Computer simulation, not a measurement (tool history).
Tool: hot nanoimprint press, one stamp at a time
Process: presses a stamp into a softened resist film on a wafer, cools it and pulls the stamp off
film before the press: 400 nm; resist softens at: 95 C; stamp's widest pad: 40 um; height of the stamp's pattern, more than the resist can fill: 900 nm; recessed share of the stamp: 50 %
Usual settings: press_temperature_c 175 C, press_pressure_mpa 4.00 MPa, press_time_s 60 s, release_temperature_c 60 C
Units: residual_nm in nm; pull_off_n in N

{"run": 1, "hour": 0.0, "press_temperature_c": 175, "press_pressure_mpa": 4.0, "press_time_s": 60, "release_temperature_c": 60, "residual_nm": 141.0, "pull_off_n": 130}
{"run": 2, "hour": 12.8, "press_temperature_c": 175, "press_pressure_mpa": 4.0, "press_time_s": 60, "release_temperature_c": 60, "residual_nm": 141.5, "pull_off_n": 131}
{"run": 3, "hour": 21.2, "press_temperature_c": 175, "press_pressure_mpa": 4.0, "press_time_s": 60, "release_temperature_c": 60, "residual_nm": 142.8, "pull_off_n": 132}
{"run": 4, "hour": 32.9, "press_temperature_c": 175, "press_pressure_mpa": 4.0, "press_time_s": 60, "release_temperature_c": 60, "residual_nm": 142.0, "pull_off_n": 127}
{"run": 5, "hour": 42.4, "press_temperature_c": 175, "press_pressure_mpa": 5.43, "press_time_s": 60, "release_temperature_c": 60, "residual_nm": 121.8, "pull_off_n": 136}
{"run": 6, "hour": 52.9, "press_temperature_c": 175, "press_pressure_mpa": 4.0, "press_time_s": 45, "release_temperature_c": 60, "residual_nm": 160.0, "pull_off_n": 136}
{"run": 7, "hour": 64.3, "press_temperature_c": 175, "press_pressure_mpa": 4.0, "press_time_s": 60, "release_temperature_c": 60, "residual_nm": 141.9, "pull_off_n": 134}
{"run": 8, "hour": 76.3, "press_temperature_c": 175, "press_pressure_mpa": 4.0, "press_time_s": 60, "release_temperature_c": 60, "residual_nm": 139.9, "pull_off_n": 137}
{"run": 9, "hour": 82.9, "press_temperature_c": 175, "press_pressure_mpa": 4.0, "press_time_s": 60, "release_temperature_c": 60, "residual_nm": 139.6, "pull_off_n": 137}
{"run": 10, "hour": 94.1, "press_temperature_c": 175, "press_pressure_mpa": 4.0, "press_time_s": 60, "release_temperature_c": 60, "residual_nm": 141.0, "pull_off_n": 143}
{"run": 11, "hour": 107.7, "press_temperature_c": 175, "press_pressure_mpa": 4.0, "press_time_s": 60, "release_temperature_c": 60, "residual_nm": 140.5, "pull_off_n": 135}
{"run": 12, "hour": 116.9, "press_temperature_c": 175, "press_pressure_mpa": 4.0, "press_time_s": 60, "release_temperature_c": 60, "residual_nm": 141.2, "pull_off_n": 138}
{"run": 13, "hour": 128.4, "press_temperature_c": 175, "press_pressure_mpa": 4.0, "press_time_s": 60, "release_temperature_c": 60, "residual_nm": 141.3, "pull_off_n": 135}
{"run": 14, "hour": 144.1, "press_temperature_c": 164, "press_pressure_mpa": 4.0, "press_time_s": 60, "release_temperature_c": 60, "residual_nm": 214.0, "pull_off_n": 144}
{"run": 15, "hour": 153.3, "press_temperature_c": 164, "press_pressure_mpa": 4.0, "press_time_s": 60, "release_temperature_c": 60, "residual_nm": 212.4, "pull_off_n": 141}
{"run": 16, "hour": 166.7, "press_temperature_c": 164, "press_pressure_mpa": 4.0, "press_time_s": 60, "release_temperature_c": 61, "residual_nm": 214.7, "pull_off_n": 134}
{"run": 17, "hour": 176.0, "press_temperature_c": 182, "press_pressure_mpa": 4.0, "press_time_s": 60, "release_temperature_c": 65, "residual_nm": 108.0, "pull_off_n": 127}
{"run": 18, "hour": 185.3, "press_temperature_c": 169, "press_pressure_mpa": 4.0, "press_time_s": 60, "release_temperature_c": 60, "residual_nm": 176.8, "pull_off_n": 145}
{"run": 19, "hour": 196.8, "press_temperature_c": 169, "press_pressure_mpa": 4.0, "press_time_s": 57, "release_temperature_c": 48, "residual_nm": 180.7, "pull_off_n": 205}
{"run": 20, "hour": 211.3, "press_temperature_c": 169, "press_pressure_mpa": 4.0, "press_time_s": 57, "release_temperature_c": 48, "residual_nm": 179.7, "pull_off_n": 200}
{"run": 21, "hour": 224.6, "press_temperature_c": 182, "press_pressure_mpa": 4.0, "press_time_s": 81, "release_temperature_c": 48, "residual_nm": 94.1, "pull_off_n": 215}
{"run": 22, "hour": 233.0, "press_temperature_c": 182, "press_pressure_mpa": 4.0, "press_time_s": 81, "release_temperature_c": 48, "residual_nm": 95.8, "pull_off_n": 205}
{"run": 23, "hour": 245.7, "press_temperature_c": 182, "press_pressure_mpa": 2.5, "press_time_s": 43, "release_temperature_c": 48, "residual_nm": 156.5, "pull_off_n": 200}
{"run": 24, "hour": 259.0, "press_temperature_c": 171, "press_pressure_mpa": 5.27, "press_time_s": 34, "release_temperature_c": 60, "residual_nm": 176.3, "pull_off_n": 145}
{"run": 25, "hour": 269.0, "press_temperature_c": 172, "press_pressure_mpa": 3.97, "press_time_s": 116, "release_temperature_c": 67, "residual_nm": 120.7, "pull_off_n": 120}
{"run": 26, "hour": 284.1, "press_temperature_c": 175, "press_pressure_mpa": 2.7, "press_time_s": 60, "release_temperature_c": 60, "residual_nm": 168.0, "pull_off_n": 157}
{"run": 27, "hour": 295.4, "press_temperature_c": 183, "press_pressure_mpa": 3.84, "press_time_s": 60, "release_temperature_c": 60, "residual_nm": 104.9, "pull_off_n": 156}
{"hour": 303.5, "done": "plate thermocouple calibrated"}
{"run": 28, "hour": 310.6, "press_temperature_c": 183, "press_pressure_mpa": 3.84, "press_time_s": 60, "release_temperature_c": 60, "residual_nm": 110.9, "pull_off_n": 167}

The next listed run, before its measurement:
{"run": 29, "hour": 320.6, "press_temperature_c": 177, "press_pressure_mpa": 3.28, "press_time_s": 95, "release_temperature_c": 55, "residual_nm": "?", "pull_off_n": "?"}

residual_nm: 124.1 nm
pull_off_n: 189 N
Without the tool's hidden state the same run would have given residual_nm 121.6 nm, pull_off_n 132 N.

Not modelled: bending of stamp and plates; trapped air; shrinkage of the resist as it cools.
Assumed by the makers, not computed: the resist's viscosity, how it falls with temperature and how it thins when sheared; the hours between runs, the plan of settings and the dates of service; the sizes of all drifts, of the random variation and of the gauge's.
